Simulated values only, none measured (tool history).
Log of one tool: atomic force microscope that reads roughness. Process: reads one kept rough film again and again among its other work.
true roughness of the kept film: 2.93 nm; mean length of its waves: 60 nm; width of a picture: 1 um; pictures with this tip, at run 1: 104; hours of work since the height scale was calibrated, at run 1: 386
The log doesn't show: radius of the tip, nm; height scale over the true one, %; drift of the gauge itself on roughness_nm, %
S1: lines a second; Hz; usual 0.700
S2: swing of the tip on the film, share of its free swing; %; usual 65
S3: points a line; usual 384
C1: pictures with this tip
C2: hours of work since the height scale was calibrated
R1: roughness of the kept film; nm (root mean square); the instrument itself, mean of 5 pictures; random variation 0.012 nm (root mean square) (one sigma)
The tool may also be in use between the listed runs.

{"run": 1, "hour": 0.0, "S1": 0.7, "S2": 65, "S3": 384, "C1": 104, "C2": 386, "R1": 2.833}
{"run": 2, "hour": 27.5, "S1": 0.7, "S2": 71, "S3": 384, "C1": 155, "C2": 403, "R1": 2.806}
{"run": 3, "hour": 47.4, "S1": 0.7, "S2": 71, "S3": 384, "C1": 192, "C2": 416, "R1": 2.816}
{"run": 4, "hour": 75.9, "S1": 0.7, "S2": 65, "S3": 384, "C1": 244, "C2": 434, "R1": 2.829}
{"run": 5, "hour": 99.4, "S1": 0.7, "S2": 65, "S3": 384, "C1": 287, "C2": 449, "R1": 2.829}
{"hour": 110.9, "done": "new tip fitted"}
{"run": 6, "hour": 129.8, "S1": 0.7, "S2": 65, "S3": 384, "C1": 35, "C2": 468, "R1": 2.839}
{"run": 7, "hour": 145.9, "S1": 0.7, "S2": 65, "S3": 409, "C1": 65, "C2": 478, "R1": 2.826}
{"run": 8, "hour": 162.4, "S1": 0.7, "S2": 71, "S3": 384, "C1": 95, "C2": 489, "R1": 2.793}
{"run": 9, "hour": 175.9, "S1": 0.7, "S2": 83, "S3": 384, "C1": 120, "C2": 497, "R1": 2.755}
{"run": 10, "hour": 189.3, "S1": 0.954, "S2": 83, "S3": 384, "C1": 145, "C2": 506, "R1": 2.724}
{"run": 11, "hour": 210.5, "S1": 0.954, "S2": 83, "S3": 384, "C1": 184, "C2": 519, "R1": 2.727}
{"run": 12, "hour": 236.6, "S1": 0.7, "S2": 65, "S3": 384, "C1": 232, "C2": 536, "R1": 2.829}
{"run": 13, "hour": 259.6, "S1": 0.7, "S2": 65, "S3": 375, "C1": 274, "C2": 551, "R1": 2.858}
{"hour": 277.8, "done": "new tip fitted"}
{"run": 14, "hour": 282.7, "S1": 0.7, "S2": 79, "S3": 384, "C1": 9, "C2": 565, "R1": 2.778}
{"run": 15, "hour": 295.6, "S1": 1.349, "S2": 65, "S3": 384, "C1": 32, "C2": 573, "R1": 2.785}
{"run": 16, "hour": 323.9, "S1": 1.349, "S2": 57, "S3": 384, "C1": 84, "C2": 591, "R1": 2.839}
{"run": 17, "hour": 342.7, "S1": 0.7, "S2": 65, "S3": 384, "C1": 119, "C2": 603, "R1": 2.836}
{"run": 18, "hour": 370.0, "S1": 0.7, "S2": 65, "S3": 353, "C1": 169, "C2": 621, "R1": 2.817}
{"run": 19, "hour": 390.8, "S1": 0.7, "S2": 65, "S3": 353, "C1": 207, "C2": 634, "R1": 2.83}
{"run": 20, "hour": 413.5, "S1": 1.188, "S2": 65, "S3": 353, "C1": 249, "C2": 648, "R1": 2.816}
{"run": 21, "hour": 438.7, "S1": 1.188, "S2": 65, "S3": 353, "C1": 296, "C2": 664, "R1": 2.804}
{"hour": 445.2, "done": "new tip fitted"}
{"run": 22, "hour": 458.7, "S1": 0.7, "S2": 65, "S3": 384, "C1": 24, "C2": 677, "R1": 2.855}
{"run": 23, "hour": 485.5, "S1": 0.7, "S2": 65, "S3": 384, "C1": 74, "C2": 694, "R1": 2.827}
{"run": 24, "hour": 515.7, "S1": 0.7, "S2": 65, "S3": 384, "C1": 129, "C2": 713, "R1": 2.828}
{"run": 25, "hour": 530.3, "S1": 0.7, "S2": 65, "S3": 384, "C1": 156, "C2": 722, "R1": 2.84}
{"run": 26, "hour": 550.7, "S1": 2.862, "S2": 65, "S3": 384, "C1": 194, "C2": 735, "R1": 2.701}
{"run": 27, "hour": 572.8, "S1": 1.716, "S2": 65, "S3": 923, "C1": 234, "C2": 749, "R1": 2.799}
{"run": 28, "hour": 591.2, "S1": 0.737, "S2": 73, "S3": 988, "C1": 268, "C2": 761, "R1": 2.791}
{"run": 29, "hour": 610.1, "S1": 0.737, "S2": 73, "S3": 988, "C1": 303, "C2": 773, "R1": 2.806}
{"hour": 612.8, "done": "new tip fitted"}
{"run": 30, "hour": 629.1, "S1": 1.024, "S2": 59, "S3": 545, "C1": 30, "C2": 785, "R1": 2.839}
{"run": 31, "hour": 656.6, "S1": 1.024, "S2": 59, "S3": 545, "C1": 81, "C2": 803, "R1": 2.846}
{"run": 32, "hour": 684.2, "S1": 1.25, "S2": 71, "S3": 365, "C1": 131, "C2": 820, "R1": 2.768}
{"run": 33, "hour": 705.2, "S1": 1.25, "S2": 71, "S3": 365, "C1": 170, "C2": 834, "R1": 2.781}
{"run": 34, "hour": 730.0, "S1": 0.938, "S2": 65, "S3": 937, "C1": 216, "C2": 849, "R1": 2.837}
{"run": 35, "hour": 759.5, "S1": 2.42, "S2": 57, "S3": 622, "C1": 270, "C2": 868, "R1": 2.782}
{"hour": 780.4, "done": "new tip fitted"}
{"run": 36, "hour": 789.7, "S1": 2.42, "S2": 57, "S3": 622, "C1": 18, "C2": 887, "R1": 2.803}
{"run": 37, "hour": 818.3, "S1": 2.907, "S2": 62, "S3": 622, "C1": 70, "C2": 905, "R1": 2.715}
{"run": 38, "hour": 834.3, "S1": 2.907, "S2": 62, "S3": 622, "C1": 99, "C2": 915, "R1": 2.739}
{"run": 39, "hour": 852.7, "S1": 0.58, "S2": 62, "S3": 375, "C1": 133, "C2": 927, "R1": 2.832}
{"run": 40, "hour": 874.0, "S1": 3.23, "S2": 65, "S3": 266, "C1": 173, "C2": 941, "R1": 2.679}
{"run": 41, "hour": 896.0, "S1": 0.899, "S2": 86, "S3": 460, "C1": 213, "C2": 955, "R1": 2.718}
{"run": 42, "hour": 910.1, "S1": 0.885, "S2": 65, "S3": 998, "C1": 239, "C2": 964, "R1": 2.805}
{"run": 43, "hour": 928.2, "S1": 0.885, "S2": 65, "S3": 998, "C1": 272, "C2": 975, "R1": 2.828}
{"run": 44, "hour": 946.0, "S1": 0.885, "S2": 65, "S3": 998, "C1": 305, "C2": 987, "R1": 2.834}
{"hour": 949.1, "done": "new tip fitted"}
{"run": 45, "hour": 974.0, "S1": 0.925, "S2": 82, "S3": 789, "C1": 46, "C2": 1004, "R1": 2.743}
{"run": 46, "hour": 996.6, "S1": 0.925, "S2": 82, "S3": 789, "C1": 87, "C2": 1019, "R1": 2.726}
{"run": 47, "hour": 1021.8, "S1": 1.956, "S2": 74, "S3": 587, "C1": 134, "C2": 1035, "R1": 2.657}
{"run": 48, "hour": 1038.3, "S1": 0.869, "S2": 61, "S3": 467, "C1": 164, "C2": 1045, "R1": 2.825}
{"hour": 1040.8, "done": "height scale calibrated on a step standard"}
{"run": 49, "hour": 1054.3, "S1": 0.869, "S2": 61, "S3": 976, "C1": 191, "C2": 9, "R1": 2.834}
{"run": 50, "hour": 1084.8, "S1": 0.7, "S2": 58, "S3": 382, "C1": 248, "C2": 28, "R1": 2.827}
{"run": 51, "hour": 1105.7, "S1": 2.613, "S2": 81, "S3": 258, "C1": 286, "C2": 41, "R1": 2.521}
{"hour": 1118.3, "done": "new tip fitted"}
{"run": 52, "hour": 1129.5, "S1": 2.613, "S2": 81, "S3": 258, "C1": 21, "C2": 56, "R1": 2.522}

Forecast each of these 5 alternatives for the next run:
{"run": "A", "hour": 1142.1, "S1": 0.673, "S2": 65, "S3": 384, "C1": 44, "C2": 64, "R1": "?"}
{"run": "B", "hour": 1142.1, "S1": 3.17, "S2": 90, "S3": 258, "C1": 44, "C2": 64, "R1": "?"}
{"run": "C", "hour": 1142.1, "S1": 1.141, "S2": 62, "S3": 488, "C1": 44, "C2": 64, "R1": "?"}
{"run": "D", "hour": 1142.1, "S1": 2.385, "S2": 78, "S3": 765, "C1": 44, "C2": 64, "R1": "?"}
{"run": "E", "hour": 1142.1, "S1": 0.953, "S2": 65, "S3": 384, "C1": 44, "C2": 64, "R1": "?"}

run=A R1=2.859
run=B R1=2.282
run=C R1=2.816
run=D R1=2.607
run=E R1=2.820
Without the tool's hidden state the same runs would have given:
run=A R1=2.859
run=B R1=2.283
run=C R1=2.817
run=D R1=2.608
run=E R1=2.821
